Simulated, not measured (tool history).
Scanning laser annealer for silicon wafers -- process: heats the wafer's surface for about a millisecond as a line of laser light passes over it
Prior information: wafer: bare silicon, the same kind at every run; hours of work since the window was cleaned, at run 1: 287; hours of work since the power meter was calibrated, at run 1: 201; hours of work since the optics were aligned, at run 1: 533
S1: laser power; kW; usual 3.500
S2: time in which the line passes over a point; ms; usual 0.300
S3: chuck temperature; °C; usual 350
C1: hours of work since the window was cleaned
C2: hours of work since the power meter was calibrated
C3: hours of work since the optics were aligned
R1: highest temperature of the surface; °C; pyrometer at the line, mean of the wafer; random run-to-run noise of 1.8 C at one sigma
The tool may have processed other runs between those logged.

{"run": 1, "hour": 0.0, "S1": 3.5, "S2": 0.3, "S3": 350, "C1": 287, "C2": 201, "C3": 533, "R1": 1014}
{"run": 2, "hour": 15.4, "S1": 3.5, "S2": 0.3, "S3": 350, "C1": 294, "C2": 208, "C3": 541, "R1": 1014}
{"run": 3, "hour": 24.2, "S1": 3.5, "S2": 0.3, "S3": 350, "C1": 298, "C2": 212, "C3": 545, "R1": 1013}
{"run": 4, "hour": 36.6, "S1": 3.5, "S2": 0.3, "S3": 344, "C1": 304, "C2": 218, "C3": 551, "R1": 1008}
{"run": 5, "hour": 50.0, "S1": 3.5, "S2": 0.254, "S3": 350, "C1": 311, "C2": 224, "C3": 557, "R1": 955}
{"run": 6, "hour": 60.1, "S1": 3.5, "S2": 0.254, "S3": 350, "C1": 316, "C2": 229, "C3": 562, "R1": 958}
{"run": 7, "hour": 76.2, "S1": 3.5, "S2": 0.254, "S3": 350, "C1": 323, "C2": 237, "C3": 570, "R1": 957}
{"run": 8, "hour": 91.7, "S1": 3.5, "S2": 0.254, "S3": 350, "C1": 331, "C2": 244, "C3": 577, "R1": 958}
{"hour": 98.1, "done": "optics aligned, line set to its width"}
{"run": 9, "hour": 112.1, "S1": 3.5, "S2": 0.254, "S3": 350, "C1": 338, "C2": 252, "C3": 7, "R1": 950}
{"run": 10, "hour": 130.4, "S1": 3.5, "S2": 0.254, "S3": 350, "C1": 346, "C2": 260, "C3": 15, "R1": 951}
{"run": 11, "hour": 143.9, "S1": 3.5, "S2": 0.3, "S3": 346, "C1": 353, "C2": 267, "C3": 22, "R1": 1000}
{"run": 12, "hour": 156.1, "S1": 3.5, "S2": 0.3, "S3": 346, "C1": 359, "C2": 272, "C3": 27, "R1": 1001}
{"run": 13, "hour": 169.1, "S1": 3.429, "S2": 0.273, "S3": 367, "C1": 365, "C2": 279, "C3": 34, "R1": 974}
{"run": 14, "hour": 179.1, "S1": 3.5, "S2": 0.3, "S3": 390, "C1": 370, "C2": 283, "C3": 38, "R1": 1044}
{"run": 15, "hour": 193.0, "S1": 3.5, "S2": 0.29, "S3": 390, "C1": 376, "C2": 290, "C3": 45, "R1": 1031}
{"hour": 200.8, "done": "optics aligned, line set to its width, once more"}
{"run": 16, "hour": 213.6, "S1": 3.5, "S2": 0.29, "S3": 390, "C1": 384, "C2": 297, "C3": 6, "R1": 1044}
{"hour": 221.1, "done": "window over the wafer cleaned"}
{"run": 17, "hour": 229.5, "S1": 3.715, "S2": 0.226, "S3": 345, "C1": 4, "C2": 304, "C3": 13, "R1": 988}
{"run": 18, "hour": 243.2, "S1": 3.784, "S2": 0.211, "S3": 358, "C1": 11, "C2": 310, "C3": 19, "R1": 995}
{"run": 19, "hour": 255.5, "S1": 3.639, "S2": 0.3, "S3": 346, "C1": 16, "C2": 316, "C3": 25, "R1": 1074}
{"run": 20, "hour": 267.3, "S1": 3.639, "S2": 0.3, "S3": 346, "C1": 22, "C2": 322, "C3": 31, "R1": 1071}
{"run": 21, "hour": 284.9, "S1": 3.797, "S2": 0.361, "S3": 333, "C1": 30, "C2": 330, "C3": 39, "R1": 1175}
{"run": 22, "hour": 302.8, "S1": 3.797, "S2": 0.361, "S3": 333, "C1": 39, "C2": 339, "C3": 47, "R1": 1177}
{"run": 23, "hour": 320.6, "S1": 3.797, "S2": 0.361, "S3": 333, "C1": 47, "C2": 347, "C3": 56, "R1": 1175}
{"run": 24, "hour": 337.4, "S1": 3.797, "S2": 0.361, "S3": 333, "C1": 55, "C2": 355, "C3": 64, "R1": 1173}

Consider 4 possible next runs. They are alternatives, not a sequence: every one starts from the tool as it was left by run 24. What does each give?
{"run": "A", "hour": 347.7, "S1": 3.065, "S2": 0.361, "S3": 333, "C1": 60, "C2": 360, "C3": 69, "R1": "?"}
{"run": "B", "hour": 347.7, "S1": 3.491, "S2": 0.295, "S3": 378, "C1": 60, "C2": 360, "C3": 69, "R1": "?"}
{"run": "C", "hour": 347.7, "S1": 3.229, "S2": 0.3, "S3": 350, "C1": 60, "C2": 360, "C3": 69, "R1": "?"}
{"run": "D", "hour": 347.7, "S1": 3.663, "S2": 0.3, "S3": 317, "C1": 60, "C2": 360, "C3": 69, "R1": "?"}

run=A R1=975
run=B R1=1056
run=C R1=974
run=D R1=1046
What these runs would have given with no unlogged condition in the tool:
run=A R1=987
run=B R1=1068
run=C R1=985
run=D R1=1059
